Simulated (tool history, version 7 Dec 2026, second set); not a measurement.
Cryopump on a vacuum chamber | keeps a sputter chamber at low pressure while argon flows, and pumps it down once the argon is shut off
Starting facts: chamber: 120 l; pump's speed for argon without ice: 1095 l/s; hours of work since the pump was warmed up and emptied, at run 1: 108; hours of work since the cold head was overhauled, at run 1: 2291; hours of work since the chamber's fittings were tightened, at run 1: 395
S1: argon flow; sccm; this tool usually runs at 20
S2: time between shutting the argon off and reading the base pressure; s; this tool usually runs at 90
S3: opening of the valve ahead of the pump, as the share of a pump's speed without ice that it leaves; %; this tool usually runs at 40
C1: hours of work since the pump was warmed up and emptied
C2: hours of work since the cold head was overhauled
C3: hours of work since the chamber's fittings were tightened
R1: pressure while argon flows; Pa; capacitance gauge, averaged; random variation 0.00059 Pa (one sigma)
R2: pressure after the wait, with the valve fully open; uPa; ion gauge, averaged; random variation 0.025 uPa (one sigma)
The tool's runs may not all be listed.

Run 1, hour 0.0: usual settings; C1 108; C2 2291; C3 395. Result: R1 0.0785 Pa, R2 1.42 uPa.
Run 2, hour 46.1: usual settings; C1 134; C2 2317; C3 421. Result: R1 0.0786 Pa, R2 1.44 uPa.
Run 3, hour 104.4: usual settings; C1 166; C2 2349; C3 453. Result: R1 0.0789 Pa, R2 1.39 uPa.
Run 4, hour 148.7: usual settings; C1 190; C2 2373; C3 477. Result: R1 0.0793 Pa, R2 1.50 uPa.
Run 5, hour 242.1: usual settings; C1 241; C2 2424; C3 528. Result: R1 0.0796 Pa, R2 1.59 uPa.
Run 6, hour 325.1: usual settings; C1 287; C2 2470; C3 574. Result: R1 0.0796 Pa, R2 1.59 uPa.
Run 7, hour 389.5: usual settings but S3 48 %; C1 322; C2 2505; C3 609. Result: R1 0.0665 Pa, R2 1.59 uPa.
Run 8, hour 461.1: usual settings but S3 48 %; C1 362; C2 2545; C3 649. Result: R1 0.0674 Pa, R2 1.70 uPa.
Run 9, hour 503.6: usual settings but S2 59 s; C1 385; C2 2568; C3 672. Result: R1 0.0795 Pa, R2 2.00 uPa.
Run 10, hour 576.7: usual settings but S2 59 s; C1 425; C2 2608; C3 712. Result: R1 0.0800 Pa, R2 2.10 uPa.
Run 11, hour 647.7: usual settings but S1 23 sccm, S2 20 s, S3 38 %; C1 464; C2 2647; C3 751. Result: R1 0.0970 Pa, R2 4.22 uPa.
Run 12, hour 701.5: usual settings but S2 190 s, S3 33 %; C1 493; C2 2677; C3 780. Result: R1 0.0964 Pa, R2 1.46 uPa.
Run 13, hour 774.4: usual settings but S1 8 sccm, S3 23 %; C1 534; C2 2717; C3 820. Result: R1 0.0556 Pa, R2 1.85 uPa.
Run 14, hour 856.0: usual settings but S1 9 sccm, S2 128 s, S3 23 %; C1 578; C2 2761; C3 865. Result: R1 0.0630 Pa, R2 1.68 uPa.
Run 15, hour 940.1: usual settings but S1 12 sccm, S2 128 s, S3 23 %; C1 624; C2 2808; C3 911. Result: R1 0.0834 Pa, R2 1.71 uPa.
Run 16, hour 1001.5: usual settings but S1 17 sccm, S2 131 s; C1 658; C2 2841; C3 945. Result: R1 0.0699 Pa, R2 1.77 uPa.
Run 17, hour 1062.5: usual settings but S1 36 sccm, S2 70 s, S3 45 %; C1 692; C2 2875; C3 979. Result: R1 0.1314 Pa, R2 2.18 uPa.
Run 18, hour 1104.5: usual settings but S1 17 sccm, S2 28 s; C1 715; C2 2898; C3 1002. Result: R1 0.0692 Pa, R2 3.49 uPa.

Below are 3 alternative next runs, each starting from the tool's condition after run 18. Predict each:
Run A, hour 1197.2: usual settings but S3 17 %; C1 766; C2 2949; C3 1053. Result: R1 ?, R2 ?.
Run B, hour 1197.2: usual settings but S1 17 sccm, S2 28 s, S3 47 %; C1 766; C2 2949; C3 1053. Result: R1 ?, R2 ?.
Run C, hour 1197.2: usual settings but S1 14 sccm, S2 32 s, S3 41 %; C1 766; C2 2949; C3 1053. Result: R1 ?, R2 ?.

run      R1    R2
  A  0.1859  2.05
  B  0.0597  3.43
  C  0.0560  3.20
With the hidden condition removed and each run's random variation left untouched, the same runs would have given:
run      R1    R2
  A  0.1809  0.93
  B  0.0554  2.35
  C  0.0525  2.10
